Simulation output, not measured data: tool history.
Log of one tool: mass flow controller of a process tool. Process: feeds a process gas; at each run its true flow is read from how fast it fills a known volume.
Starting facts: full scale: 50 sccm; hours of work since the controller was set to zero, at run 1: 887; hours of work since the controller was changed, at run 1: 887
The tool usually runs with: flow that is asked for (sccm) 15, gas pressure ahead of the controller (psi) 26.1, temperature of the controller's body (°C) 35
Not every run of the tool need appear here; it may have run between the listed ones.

run     hour  flow that is asked for (sccm)  gas pressure ahead of the controller (psi)  temperature of the controller's body (°C)  hours of work since the controller was set to zero  hours of work since the controller was changed  true flow (%)
  1        0                             15                                        26.1                                         35                                                 887                                             887          98.71
  2      267                             15                                        26.1                                         35                                                1043                                            1043          98.78
  3    687.6                             15                                        26.1                                         35                                                1288                                            1288          98.58
  4   1016.7                              8                                        26.1                                         35                                                1480                                            1480          98.32
  5   1340.9                              8                                        26.1                                         35                                                1669                                            1669          98.22
  6   1683.4                              8                                        26.1                                         35                                                1869                                            1869          98.32
  7   1950.7                             29                                        26.1                                         35                                                2025                                            2025          99.22
  8   2377.6                             29                                        26.1                                         35                                                2274                                            2274          99.08
  9     2739                             29                                        26.1                                         35                                                2485                                            2485          99.22
 10   3045.3                             15                                        26.1                                         35                                                2664                                            2664          98.44
 11   3482.9                             19                                        26.1                                         35                                                2919                                            2919          98.61
 12   3899.8                             15                                          38                                         35                                                3162                                            3162           98.9
 13   4138.2                             15                                        29.2                                         35                                                3301                                            3301          98.33
 14   4486.6                             15                                        26.1                                         35                                                3504                                            3504          98.33
 15   4677.4                             15                                        26.1                                         35                                                3616                                            3616          98.26
 16   4987.4                             15                                        26.1                                         35                                                3796                                            3796          98.22
 17   5271.5                             15                                        26.1                                         35                                                3962                                            3962          98.07
 18   5580.8                             15                                        26.1                                         35                                                4143                                            4143          98.06
 19   5830.5                             15                                        26.1                                         35                                                4288                                            4288          98.09
 20   6288.3                             30                                        33.5                                         29                                                4555                                            4555          98.74
 21   6646.6                             26                                        21.3                                         40                                                4764                                            4764          98.81
 22   7096.7                             26                                        21.3                                         40                                                5027                                            5027          98.81
 23   7458.5                              8                                        21.3                                         40                                                5238                                            5238          97.72
      7559.4  -- gauge calibrated
 24   7766.4                              8                                        21.3                                         40                                                5417                                            5417          98.46
 25   8038.2                              8                                        21.3                                         40                                                5576                                            5576          98.47
 26   8240.8                             23                                        25.8                                         26                                                5694                                            5694          98.31
 27   8680.5                              9                                        35.8                                         33                                                5951                                            5951          98.57
 28   8968.6                             17                                        26.5                                         33                                                6119                                            6119          98.69
 29   9341.7                             17                                        37.6                                         38                                                6336                                            6336          99.37
 30   9645.5                             15                                        25.2                                         35                                                6514                                            6514          98.49
 31   9999.6                              6                                        26.1                                         35                                                6720                                            6720          98.07
 32  10425.5                             15                                        27.7                                         30                                                6969                                            6969          98.28
 33  10794.6                             26                                        20.7                                         39                                                7184                                            7184          99.03
 34  11009.5                             17                                        26.3                                         26                                                7309                                            7309          97.94
     11116.4  -- controller exchanged for a calibrated one
 35  11370.4                             17                                        26.3                                         26                                                 148                                             148          97.93
 36  11621.8                             30                                        32.2                                         35                                                 295                                             295          99.46
 37  11903.9                             25                                        32.9                                         21                                                 459                                             459          98.26

Per-run results on a tool with no hidden state, each run keeping its own random variation:
Unlogged tool condition in this case: flow at rest that the sensor doesn't see, % of full scale; true flow over the shown one, %; drift of the gauge itself on true_pct, %.
run  true flow (%)
  1          98.72
  2          98.81
  3          98.66
  4          98.43
  5          98.37
  6           98.5
  7          99.43
  8          99.33
  9          99.52
 10          98.76
 11          98.98
 12          99.32
 13          98.78
 14          98.81
 15          98.77
 16          98.76
 17          98.63
 18          98.66
 19          98.72
 20          99.42
 21          99.53
 22          99.57
 23          98.53
 24          98.51
 25          98.55
 26          98.39
 27          98.71
 28          98.86
 29          99.58
 30          98.73
 31          98.36
 32           98.6
 33          99.38
 34          98.33
 35          98.33
 36          99.89
 37          98.72

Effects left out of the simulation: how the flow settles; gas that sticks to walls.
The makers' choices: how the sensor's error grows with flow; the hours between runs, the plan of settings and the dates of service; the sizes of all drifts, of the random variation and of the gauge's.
